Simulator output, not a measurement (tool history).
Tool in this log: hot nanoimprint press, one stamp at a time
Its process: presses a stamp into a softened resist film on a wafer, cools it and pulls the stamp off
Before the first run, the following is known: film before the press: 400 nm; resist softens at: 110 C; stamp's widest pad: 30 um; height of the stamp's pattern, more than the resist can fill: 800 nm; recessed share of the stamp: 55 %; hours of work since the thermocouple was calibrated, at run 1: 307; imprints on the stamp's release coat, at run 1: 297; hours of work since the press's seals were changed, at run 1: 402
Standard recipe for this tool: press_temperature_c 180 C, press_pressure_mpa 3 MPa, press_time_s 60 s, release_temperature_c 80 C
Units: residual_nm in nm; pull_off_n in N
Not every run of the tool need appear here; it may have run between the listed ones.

run     day  press_temperature_c  press_pressure_mpa  press_time_s  release_temperature_c  hours of work since the thermocouple was calibrated  imprints on the stamp's release coat  hours of work since the press's seals were changed  residual_nm  pull_off_n
  1       0                  180                   3            60                     80                                                  307                                   297                                                 402          181         151
  2   3.396                  180                   3            60                     80                                                  345                                   576                                                 440        179.6         167
  3   4.942                  180                   3            60                     80                                                  362                                   702                                                 457        181.4         170
  4   7.712                  180                   3            60                     80                                                  393                                   930                                                 488        181.8         182
  5  10.925                  180                   3            60                     80                                                  428                                  1194                                                 524        179.1         196
     12.938  -- press's hydraulic seals changed and the load cell set to zero
  6  14.079                  180                   3            60                     80                                                  460                                  1425                                                  13        176.9         209
  7  16.817                  180                   3            60                     80                                                  490                                  1651                                                  43        175.4         230
     18.417  -- stamp cleaned and given a new release coat
  8  20.175                  180                   3            60                     73                                                  525                                   145                                                  78        174.9         159
  9  21.712                  180                   3            60                     73                                                  542                                   271                                                  95        172.4         162
 10    23.1                  180                   3            60                     73                                                  557                                   385                                                 110        173.6         172
     24.842  -- plate thermocouple calibrated
 11    25.3                  180                   3            60                     73                                                    5                                   555                                                 133        189.8         190
 12  28.158                  179                   3            60                     80                                                   37                                   790                                                 165        198.5         177
 13  31.271                  180                3.01            66                     87                                                   72                                  1046                                                 200        180.8         168
 14  34.567                  186                2.68            60                     80                                                  108                                  1316                                                 236        148.4         206
 15  36.542                  171                4.26           115                     80                                                  130                                  1478                                                 258          202         221
 16  39.188                  171                4.26           115                     80                                                  160                                  1696                                                 288        201.8         232
     40.229  -- stamp cleaned and given a new release coat
 17  41.808                  180                2.25            60                     80                                                  186                                   129                                                 314        209.1         147
 18  44.742                  180                2.45            34                     77                                                  219                                   370                                                 347        244.6         169
 19  47.188                  187                   3            60                     65                                                  246                                   571                                                 374        132.4         212
 20  48.717                  187                   3            60                     65                                                  263                                   697                                                 391        132.5         219
 21  50.296                  187                2.01            60                     86                                                  280                                   826                                                 409        158.6         164
 22  53.083                  175                2.01            60                     86                                                  311                                  1055                                                 440        267.4         174
 23  55.779                  188                3.55            60                     87                                                  341                                  1277                                                 470        114.6         175

What if the next run were any one of these 5? Each begins from the tool's condition after run 23:
  A  57.979                  188                3.55            69                     80                                                  366                                  1457                                                 494            ?           ?
  B  57.979                  188                3.55            85                     87                                                  366                                  1457                                                 494            ?           ?
  C  57.979                  171                 2.3            60                     71                                                  366                                  1457                                                 494            ?           ?
  D  57.979                  185                   3            60                     80                                                  366                                  1457                                                 494            ?           ?
  E  57.979                  188                3.55            61                     87                                                  366                                  1457                                                 494            ?           ?

run  residual_nm  pull_off_n
  A        108.7         211
  B           99         192
  C        292.6         251
  D          143         216
  E        113.2         189
What these runs would have given with no unlogged condition in the tool:
run  residual_nm  pull_off_n
  A        109.7         138
  B         99.9         126
  C        296.2         165
  D        144.8         142
  E        114.3         124
